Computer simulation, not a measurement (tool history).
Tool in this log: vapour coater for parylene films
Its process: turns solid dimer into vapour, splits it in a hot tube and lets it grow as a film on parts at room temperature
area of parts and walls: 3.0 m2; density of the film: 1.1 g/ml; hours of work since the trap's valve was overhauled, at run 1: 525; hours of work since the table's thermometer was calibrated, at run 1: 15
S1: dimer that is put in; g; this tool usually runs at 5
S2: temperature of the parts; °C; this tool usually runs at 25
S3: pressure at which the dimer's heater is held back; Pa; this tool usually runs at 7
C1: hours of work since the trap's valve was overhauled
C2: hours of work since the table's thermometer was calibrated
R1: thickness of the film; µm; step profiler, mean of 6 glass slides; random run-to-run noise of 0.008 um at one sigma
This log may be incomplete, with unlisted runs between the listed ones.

| run | hour | S1 | S2 | S3 | C1 | C2 | R1 |
|---|---|---|---|---|---|---|---|
| 1 | 0 | 5 | 25 | 7 | 525 | 15 | 1.063 |
| 2 | 9.6 | 5 | 25 | 7 | 532 | 22 | 1.05 |
| 3 | 24.1 | 5 | 25 | 7 | 543 | 33 | 1.062 |
| 4 | 34.8 | 5 | 25 | 7 | 551 | 41 | 1.057 |
| 5 | 49.2 | 5 | 25 | 7 | 562 | 52 | 1.068 |
| 6 | 57 | 5 | 25 | 7 | 568 | 58 | 1.072 |
| 7 | 73 | 5 | 25 | 7 | 581 | 71 | 1.042 |
| 8 | 84.7 | 7 | 25 | 7 | 590 | 80 | 1.481 |
| 9 | 91.8 | 7 | 25 | 7 | 595 | 85 | 1.475 |
| 10 | 102.7 | 5 | 25 | 8.35 | 604 | 94 | 1.042 |
| 11 | 116.2 | 4 | 24 | 9.66 | 614 | 104 | 0.855 |
| 12 | 125.5 | 4 | 34 | 3.37 | 621 | 111 | 0.705 |
| 13 | 141.2 | 2 | 18 | 2.17 | 633 | 123 | 0.537 |
| 14 | 151.3 | 6 | 23 | 5.38 | 641 | 131 | 1.343 |
|  | 159.3 | trap's valve overhauled |
| 15 | 166.3 | 6 | 23 | 5.38 | 5 | 140 | 1.421 |
| 16 | 176.4 | 4 | 19 | 9.16 | 13 | 147 | 1.034 |
| 17 | 193.5 | 5 | 25 | 2.58 | 26 | 161 | 1.18 |
| 18 | 201.9 | 5 | 25 | 2.58 | 33 | 167 | 1.18 |
| 19 | 213.1 | 5 | 25 | 10.46 | 41 | 176 | 1.098 |

Forecast each of these 3 alternatives for the next run:
| A | 220.6 | 4 | 25 | 2.98 | 47 | 181 | ? |
| B | 220.6 | 5 | 18 | 9.23 | 47 | 181 | ? |
| C | 220.6 | 2 | 25 | 10.46 | 47 | 181 | ? |

| run | R1 |
|---|---|
| A | 0.939 |
| B | 1.333 |
| C | 0.433 |
Had the tool no hidden state, the same runs would have come out as:
| run | R1 |
|---|---|
| A | 0.944 |
| B | 1.34 |
| C | 0.436 |

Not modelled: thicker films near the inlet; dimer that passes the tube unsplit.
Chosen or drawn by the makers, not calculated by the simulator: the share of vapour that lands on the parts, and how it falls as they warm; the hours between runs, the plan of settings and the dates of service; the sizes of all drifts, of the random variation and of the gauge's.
